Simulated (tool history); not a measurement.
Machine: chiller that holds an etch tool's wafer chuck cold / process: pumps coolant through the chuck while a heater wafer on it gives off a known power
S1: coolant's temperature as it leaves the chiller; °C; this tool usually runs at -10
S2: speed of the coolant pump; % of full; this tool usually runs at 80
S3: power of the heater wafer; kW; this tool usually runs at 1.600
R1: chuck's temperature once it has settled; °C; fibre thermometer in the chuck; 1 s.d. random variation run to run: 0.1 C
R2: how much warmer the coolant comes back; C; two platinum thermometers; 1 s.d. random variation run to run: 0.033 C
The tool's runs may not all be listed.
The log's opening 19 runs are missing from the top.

run 20 hour=1099.6 | S1=-15 S2=80 S3=1.454 | R1=-5.2 R2=4.03
run 21 hour=1167.3 | S1=-15 S2=80 S3=1.454 | R1=-5.3 R2=4.00
run 22 hour=1225.0 | S1=-10 S2=62 S3=1.664 | R1=3.3 R2=5.93
run 23 hour=1289.2 | S1=-5 S2=80 S3=1.600 | R1=5.8 R2=4.42
run 24 hour=1325.7 | S1=-5 S2=80 S3=1.600 | R1=5.9 R2=4.43
run 25 hour=1359.4 | S1=-1 S2=75 S3=0.847 | R1=4.9 R2=2.48
run 26 hour=1412.7 | S1=-10 S2=80 S3=1.394 | R1=-0.4 R2=3.82
-- hour=1450.2 coolant changed, channels flushed
run 27 hour=1482.0 | S1=-10 S2=80 S3=1.394 | R1=-0.4 R2=3.91
run 28 hour=1544.8 | S1=-10 S2=99 S3=1.114 | R1=-3.6 R2=2.45
run 29 hour=1606.0 | S1=-10 S2=71 S3=0.804 | R1=-4.2 R2=2.58
run 30 hour=1659.3 | S1=-4 S2=80 S3=1.157 | R1=4.0 R2=3.21
run 31 hour=1721.4 | S1=-4 S2=80 S3=1.157 | R1=3.9 R2=3.16

5 ways to go on from here, each from the tool as it stands after run 31. What would each give?
run A hour=1755.5 | S1=0 S2=73 S3=1.501 | R1=? R2=?
run B hour=1755.5 | S1=-5 S2=72 S3=1.157 | R1=? R2=?
run C hour=1755.5 | S1=-4 S2=80 S3=1.469 | R1=? R2=?
run D hour=1755.5 | S1=-4 S2=64 S3=1.600 | R1=? R2=?
run E hour=1755.5 | S1=-10 S2=80 S3=1.398 | R1=? R2=?

run=A R1=10.9 R2=4.58
run=B R1=3.4 R2=3.60
run=C R1=5.9 R2=4.10
run=D R1=8.5 R2=5.51
run=E R1=-0.7 R2=3.85
Had the tool no hidden state, the same runs would have come out as:
run=A R1=10.9 R2=4.58
run=B R1=3.4 R2=3.59
run=C R1=5.9 R2=4.09
run=D R1=8.5 R2=5.50
run=E R1=-0.7 R2=3.84

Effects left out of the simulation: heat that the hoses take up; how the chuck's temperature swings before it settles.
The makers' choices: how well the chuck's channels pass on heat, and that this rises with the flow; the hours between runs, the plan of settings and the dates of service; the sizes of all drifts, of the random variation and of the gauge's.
